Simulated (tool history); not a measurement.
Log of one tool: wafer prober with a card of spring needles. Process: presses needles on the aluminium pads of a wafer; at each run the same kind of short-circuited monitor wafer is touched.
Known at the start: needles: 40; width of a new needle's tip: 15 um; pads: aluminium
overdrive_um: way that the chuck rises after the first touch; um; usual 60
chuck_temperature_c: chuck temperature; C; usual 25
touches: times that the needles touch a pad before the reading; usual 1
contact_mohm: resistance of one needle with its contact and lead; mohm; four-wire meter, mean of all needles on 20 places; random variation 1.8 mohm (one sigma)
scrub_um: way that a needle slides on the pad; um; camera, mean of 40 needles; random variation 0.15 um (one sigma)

run,hour,overdrive_um,chuck_temperature_c,touches,contact_mohm,scrub_um
1,0,60,25,1,222,12.26
2,29.1,60,46,1,199,12.83
3,55.9,60,46,1,199,12.96
4,78.5,60,46,1,217,12.9
5,91,60,46,1,198,12.93
6,117.3,60,46,1,203,12.83
7,145.5,60,46,1,213,12.78
8,168.6,60,46,1,202,12.91
9,186,60,25,1,201,12.78
10,209,78,25,1,209,16.56
11,222.4,78,25,1,197,16.37
12,236.5,78,25,1,189,16.52
13,254.4,78,25,1,195,16.51
14,283.1,78,25,1,206,16.23
15,302.5,78,25,2,188,16.07
16,328.3,60,92,1,212,12.29
17,354.6,64,108,2,213,14.24
18,375.2,60,47,3,203,13.07
19,390.6,60,47,3,199,13.29
20,405.6,45,86,3,230,9.72
21,419.6,57,25,2,204,12.34
22,431.5,57,25,2,211,12.23
23,459.2,63,55,1,209,13.59
24,479.8,43,71,2,242,9.16
25,492.5,79,78,2,204,16.99
26,506.9,56,78,2,228,11.7
27,519.8,51,53,2,214,10.84
28,540.3,54,76,3,218,11.01
29,564.7,54,86,2,220,11.28
30,584.5,60,49,2,212,12.59

Not shown: 70 entries that the log had between the listed runs. Between which runs, and how does the tool's hidden state differ before and after?
Between runs 1 and 2: height of the first contact set anew (hour 1.5); tips cleaned on abrasive film (hour 3.5); tips cleaned on abrasive film (hour 12.2); tips cleaned on abrasive film (hour 19.9); tips cleaned on abrasive film (hour 29.1)
  debris on the tips, nm: 27.6 -> 3.5; way that the needles fall short of the set height, um: 4.65 -> 0.43; tips' diameter, um: 16.63 -> 16.78
  measured less the result without the state, contact_mohm: +29 -> +4 mohm; scrub_um: -1.03 -> -0.1 um
Between runs 2 and 3: tips cleaned on abrasive film (hour 38.1); tips cleaned on abrasive film (hour 47.6); tips cleaned on abrasive film (hour 55.9)
  debris on the tips, nm: 3.5 -> 3.3; way that the needles fall short of the set height, um: 0.43 -> 0.8; tips' diameter, um: 16.78 -> 16.91
  measured less the result without the state, contact_mohm: +4 -> +5 mohm; scrub_um: -0.1 -> -0.18 um
Between runs 3 and 4: tips cleaned on abrasive film (hour 64.1); tips cleaned on abrasive film (hour 73.2)
  debris on the tips, nm: 3.3 -> 25.6; way that the needles fall short of the set height, um: 0.8 -> 1; tips' diameter, um: 16.91 -> 16.98
  measured less the result without the state, contact_mohm: +5 -> +24 mohm; scrub_um: -0.18 -> -0.22 um
Between runs 4 and 5: tips cleaned on abrasive film (hour 81.1); tips cleaned on abrasive film (hour 90.4)
  debris on the tips, nm: 25.6 -> 5.7; way that the needles fall short of the set height, um: 1 -> 1.2; tips' diameter, um: 16.98 -> 17.05
  measured less the result without the state, contact_mohm: +24 -> +7 mohm; scrub_um: -0.22 -> -0.27 um
Between runs 5 and 6: tips cleaned on abrasive film (hour 99); tips cleaned on abrasive film (hour 107.9); tips cleaned on abrasive film (hour 116.8)
  debris on the tips, nm: 5.7 -> 6; way that the needles fall short of the set height, um: 1.2 -> 1.56; tips' diameter, um: 17.05 -> 17.17
  measured less the result without the state, contact_mohm: +7 -> +7 mohm; scrub_um: -0.27 -> -0.34 um
Between runs 6 and 7: tips cleaned on abrasive film (hour 124.5); tips cleaned on abrasive film (hour 133.5); tips cleaned on abrasive film (hour 142)
  debris on the tips, nm: 6 -> 19.2; way that the needles fall short of the set height, um: 1.56 -> 1.91; tips' diameter, um: 17.17 -> 17.3
  measured less the result without the state, contact_mohm: +7 -> +20 mohm; scrub_um: -0.34 -> -0.42 um
Between runs 7 and 8: tips cleaned on abrasive film (hour 151.1); tips cleaned on abrasive film (hour 159.5); tips cleaned on abrasive film (hour 168)
  debris on the tips, nm: 19.2 -> 6.6; way that the needles fall short of the set height, um: 1.91 -> 2.26; tips' diameter, um: 17.3 -> 17.42
  measured less the result without the state, contact_mohm: +20 -> +9 mohm; scrub_um: -0.42 -> -0.5 um
Between runs 8 and 9: tips cleaned on abrasive film (hour 176.1); tips cleaned on abrasive film (hour 184.4)
  debris on the tips, nm: 6.6 -> 10.2; way that the needles fall short of the set height, um: 2.26 -> 2.51; tips' diameter, um: 17.42 -> 17.51
  measured less the result without the state, contact_mohm: +9 -> +13 mohm; scrub_um: -0.5 -> -0.55 um
Between runs 9 and 10: tips cleaned on abrasive film (hour 193); tips cleaned on abrasive film (hour 201.5)
  debris on the tips, nm: 10.2 -> 32.4; way that the needles fall short of the set height, um: 2.51 -> 2.73; tips' diameter, um: 17.51 -> 17.58
  measured less the result without the state, contact_mohm: +13 -> +23 mohm; scrub_um: -0.55 -> -0.59 um
Between runs 10 and 11: tips cleaned on abrasive film (hour 210.6); tips cleaned on abrasive film (hour 218.9)
  debris on the tips, nm: 32.4 -> 15.9; way that the needles fall short of the set height, um: 2.73 -> 2.94; tips' diameter, um: 17.58 -> 17.66
  measured less the result without the state, contact_mohm: +23 -> +12 mohm; scrub_um: -0.59 -> -0.64 um
Between runs 11 and 12: tips cleaned on abrasive film (hour 228.1); tips cleaned on abrasive film (hour 236.5)
  debris on the tips, nm: 15.9 -> 2.7; way that the needles fall short of the set height, um: 2.94 -> 3.18; tips' diameter, um: 17.66 -> 17.74
  measured less the result without the state, contact_mohm: +12 -> +3 mohm; scrub_um: -0.64 -> -0.7 um
Between runs 12 and 13: tips cleaned on abrasive film (hour 244.2); tips cleaned on abrasive film (hour 253.2)
  debris on the tips, nm: 2.7 -> 7.8; way that the needles fall short of the set height, um: 3.18 -> 3.42; tips' diameter, um: 17.74 -> 17.83
  measured less the result without the state, contact_mohm: +3 -> +7 mohm; scrub_um: -0.7 -> -0.76 um
Between runs 13 and 14: tips cleaned on abrasive film (hour 261.2); tips cleaned on abrasive film (hour 268.8); tips cleaned on abrasive film (hour 276.5)
  debris on the tips, nm: 7.8 -> 29.4; way that the needles fall short of the set height, um: 3.42 -> 3.75; tips' diameter, um: 17.83 -> 17.94
  measured less the result without the state, contact_mohm: +7 -> +21 mohm; scrub_um: -0.76 -> -0.82 um
Between runs 14 and 15: tips cleaned on abrasive film (hour 284.7); tips cleaned on abrasive film (hour 293.1); tips cleaned on abrasive film (hour 301.7)
  debris on the tips, nm: 29.4 -> 5.5; way that the needles fall short of the set height, um: 3.75 -> 4.05; tips' diameter, um: 17.94 -> 18.04
  measured less the result without the state, contact_mohm: +21 -> +4 mohm; scrub_um: -0.82 -> -0.88 um
Between runs 15 and 16: tips cleaned on abrasive film (hour 310.9); tips cleaned on abrasive film (hour 319.8); tips cleaned on abrasive film (hour 328.1)
  debris on the tips, nm: 5.5 -> 4.2; way that the needles fall short of the set height, um: 4.05 -> 4.36; tips' diameter, um: 18.04 -> 18.15
  measured less the result without the state, contact_mohm: +4 -> +8 mohm; scrub_um: -0.88 -> -0.96 um
Between runs 16 and 17: tips cleaned on abrasive film (hour 335.9); height of the first contact set anew (hour 339.7); tips cleaned on abrasive film (hour 345.5); tips cleaned on abrasive film (hour 354.6)
  debris on the tips, nm: 4.2 -> 4.1; way that the needles fall short of the set height, um: 4.36 -> 0.27; tips' diameter, um: 18.15 -> 18.29
  measured less the result without the state, contact_mohm: +8 -> +5 mohm; scrub_um: -0.96 -> -0.06 um
Between runs 17 and 18: tips cleaned on abrasive film (hour 363.3); tips cleaned on abrasive film (hour 371.6)
  debris on the tips, nm: 4.1 -> 19.9; way that the needles fall short of the set height, um: 0.27 -> 0.52; tips' diameter, um: 18.29 -> 18.38
  measured less the result without the state, contact_mohm: +5 -> +10 mohm; scrub_um: -0.06 -> -0.12 um
Between runs 18 and 19: tips cleaned on abrasive film (hour 380.7); tips cleaned on abrasive film (hour 389.7)
  debris on the tips, nm: 19.9 -> 6.5; way that the needles fall short of the set height, um: 0.52 -> 0.71; tips' diameter, um: 18.38 -> 18.45
  measured less the result without the state, contact_mohm: +10 -> +5 mohm; scrub_um: -0.12 -> -0.16 um
Between runs 19 and 20: tips cleaned on abrasive film (hour 398.1)
  debris on the tips, nm: 6.5 -> 30; way that the needles fall short of the set height, um: 0.71 -> 0.82; tips' diameter, um: 18.45 -> 18.49
  measured less the result without the state, contact_mohm: +5 -> +22 mohm; scrub_um: -0.16 -> -0.18 um
Between runs 20 and 21: tips cleaned on abrasive film (hour 407.6); tips cleaned on abrasive film (hour 416.3)
  debris on the tips, nm: 30 -> 18.7; way that the needles fall short of the set height, um: 0.82 -> 1.07; tips' diameter, um: 18.49 -> 18.58
  measured less the result without the state, contact_mohm: +22 -> +16 mohm; scrub_um: -0.18 -> -0.23 um
Between runs 21 and 22: tips cleaned on abrasive film (hour 424.8)
  debris on the tips, nm: 18.7 -> 26.8; way that the needles fall short of the set height, um: 1.07 -> 1.19; tips' diameter, um: 18.58 -> 18.62
  measured less the result without the state, contact_mohm: +16 -> +22 mohm; scrub_um: -0.23 -> -0.27 um
Between runs 22 and 23: tips cleaned on abrasive film (hour 433.5); tips cleaned on abrasive film (hour 441.1); tips cleaned on abrasive film (hour 449.8); tips cleaned on abrasive film (hour 457.9)
  debris on the tips, nm: 26.8 -> 8.8; way that the needles fall short of the set height, um: 1.19 -> 1.69; tips' diameter, um: 18.62 -> 18.79
  measured less the result without the state, contact_mohm: +22 -> +12 mohm; scrub_um: -0.27 -> -0.37 um
Between runs 23 and 24: tips cleaned on abrasive film (hour 466.1); tips cleaned on abrasive film (hour 474.3)
  debris on the tips, nm: 8.8 -> 23.9; way that the needles fall short of the set height, um: 1.69 -> 1.92; tips' diameter, um: 18.79 -> 18.87
  measured less the result without the state, contact_mohm: +12 -> +34 mohm; scrub_um: -0.37 -> -0.42 um
Between runs 24 and 25: tips cleaned on abrasive film (hour 483); tips cleaned on abrasive film (hour 491.9)
  debris on the tips, nm: 23.9 -> 6.2; way that the needles fall short of the set height, um: 1.92 -> 2.15; tips' diameter, um: 18.87 -> 18.95
  measured less the result without the state, contact_mohm: +34 -> +5 mohm; scrub_um: -0.42 -> -0.48 um
Between runs 25 and 26: tips cleaned on abrasive film (hour 499.9)
  debris on the tips, nm: 6.2 -> 31.8; way that the needles fall short of the set height, um: 2.15 -> 2.28; tips' diameter, um: 18.95 -> 19
  measured less the result without the state, contact_mohm: +5 -> +28 mohm; scrub_um: -0.48 -> -0.49 um
Between runs 26 and 27: tips cleaned on abrasive film (hour 508.9); tips cleaned on abrasive film (hour 517.4)
  debris on the tips, nm: 31.8 -> 14.2; way that the needles fall short of the set height, um: 2.28 -> 2.5; tips' diameter, um: 19 -> 19.07
  measured less the result without the state, contact_mohm: +28 -> +17 mohm; scrub_um: -0.49 -> -0.55 um
Between runs 27 and 28: tips cleaned on abrasive film (hour 526.2); tips cleaned on abrasive film (hour 535)
  debris on the tips, nm: 14.2 -> 26.9; way that the needles fall short of the set height, um: 2.5 -> 2.74; tips' diameter, um: 19.07 -> 19.16
  measured less the result without the state, contact_mohm: +17 -> +18 mohm; scrub_um: -0.55 -> -0.6 um
Between runs 28 and 29: tips cleaned on abrasive film (hour 543.8); tips cleaned on abrasive film (hour 553); tips cleaned on abrasive film (hour 562.5)
  debris on the tips, nm: 26.9 -> 11.5; way that the needles fall short of the set height, um: 2.74 -> 3.08; tips' diameter, um: 19.16 -> 19.28
  measured less the result without the state, contact_mohm: +18 -> +14 mohm; scrub_um: -0.6 -> -0.68 um
Between runs 29 and 30: tips cleaned on abrasive film (hour 571.1); tips cleaned on abrasive film (hour 580.2)
  debris on the tips, nm: 11.5 -> 20.6; way that the needles fall short of the set height, um: 3.08 -> 3.36; tips' diameter, um: 19.28 -> 19.38
  measured less the result without the state, contact_mohm: +14 -> +19 mohm; scrub_um: -0.68 -> -0.75 um

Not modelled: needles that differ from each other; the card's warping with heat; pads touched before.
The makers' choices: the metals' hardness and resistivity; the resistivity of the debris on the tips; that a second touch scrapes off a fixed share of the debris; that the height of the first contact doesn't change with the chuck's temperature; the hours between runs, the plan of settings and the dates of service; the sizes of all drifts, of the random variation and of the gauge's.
